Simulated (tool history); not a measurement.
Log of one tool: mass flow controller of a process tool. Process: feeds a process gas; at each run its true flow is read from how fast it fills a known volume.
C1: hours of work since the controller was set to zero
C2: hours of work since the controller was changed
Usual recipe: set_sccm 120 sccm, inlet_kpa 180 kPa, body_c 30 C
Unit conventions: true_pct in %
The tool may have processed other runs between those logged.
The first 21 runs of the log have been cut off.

{"run": 22, "hour": 3734.1, "set_sccm": 120, "inlet_kpa": 180, "body_c": 30, "C1": 1066, "C2": 1066, "true_pct": 98.66}
{"run": 23, "hour": 3911.0, "set_sccm": 120, "inlet_kpa": 180, "body_c": 30, "C1": 1180, "C2": 1180, "true_pct": 98.72}
{"run": 24, "hour": 4083.4, "set_sccm": 120, "inlet_kpa": 180, "body_c": 30, "C1": 1292, "C2": 1292, "true_pct": 98.65}
{"run": 25, "hour": 4277.8, "set_sccm": 145, "inlet_kpa": 180, "body_c": 30, "C1": 1418, "C2": 1418, "true_pct": 98.72}
{"run": 26, "hour": 4485.6, "set_sccm": 120, "inlet_kpa": 240, "body_c": 30, "C1": 1552, "C2": 1552, "true_pct": 98.26}
{"run": 27, "hour": 4625.3, "set_sccm": 120, "inlet_kpa": 218, "body_c": 36, "C1": 1643, "C2": 1643, "true_pct": 97.84}
{"run": 28, "hour": 4735.0, "set_sccm": 57, "inlet_kpa": 180, "body_c": 39, "C1": 1714, "C2": 1714, "true_pct": 97.25}
{"run": 29, "hour": 4893.7, "set_sccm": 30, "inlet_kpa": 140, "body_c": 20, "C1": 1817, "C2": 1817, "true_pct": 99.28}
{"run": 30, "hour": 5032.5, "set_sccm": 36, "inlet_kpa": 236, "body_c": 33, "C1": 1907, "C2": 1907, "true_pct": 97.51}
{"run": 31, "hour": 5230.4, "set_sccm": 35, "inlet_kpa": 246, "body_c": 22, "C1": 2035, "C2": 2035, "true_pct": 98.44}
{"run": 32, "hour": 5380.5, "set_sccm": 35, "inlet_kpa": 246, "body_c": 22, "C1": 2132, "C2": 2132, "true_pct": 98.45}
{"run": 33, "hour": 5583.3, "set_sccm": 27, "inlet_kpa": 246, "body_c": 23, "C1": 2263, "C2": 2263, "true_pct": 98.52}
{"run": 34, "hour": 5800.5, "set_sccm": 35, "inlet_kpa": 198, "body_c": 22, "C1": 2404, "C2": 2404, "true_pct": 98.72}
{"run": 35, "hour": 5914.0, "set_sccm": 22, "inlet_kpa": 237, "body_c": 32, "C1": 2477, "C2": 2477, "true_pct": 98.04}
{"run": 36, "hour": 6112.2, "set_sccm": 22, "inlet_kpa": 237, "body_c": 32, "C1": 2606, "C2": 2606, "true_pct": 98.04}
{"run": 37, "hour": 6243.2, "set_sccm": 22, "inlet_kpa": 237, "body_c": 32, "C1": 2690, "C2": 2690, "true_pct": 98.11}
{"run": 38, "hour": 6351.7, "set_sccm": 136, "inlet_kpa": 173, "body_c": 26, "C1": 2761, "C2": 2761, "true_pct": 98.91}
{"run": 39, "hour": 6569.0, "set_sccm": 92, "inlet_kpa": 158, "body_c": 27, "C1": 2901, "C2": 2901, "true_pct": 98.42}

For run 40, what comes out?
{"run": 40, "hour": 6748.5, "set_sccm": 92, "inlet_kpa": 158, "body_c": 27, "C1": 3018, "C2": 3018, "true_pct": "?"}

{"run 40": {"true_pct": 98.3}}
On a tool with no hidden condition, and with the same random variation, this run would have come out at true_pct 98.80 %.

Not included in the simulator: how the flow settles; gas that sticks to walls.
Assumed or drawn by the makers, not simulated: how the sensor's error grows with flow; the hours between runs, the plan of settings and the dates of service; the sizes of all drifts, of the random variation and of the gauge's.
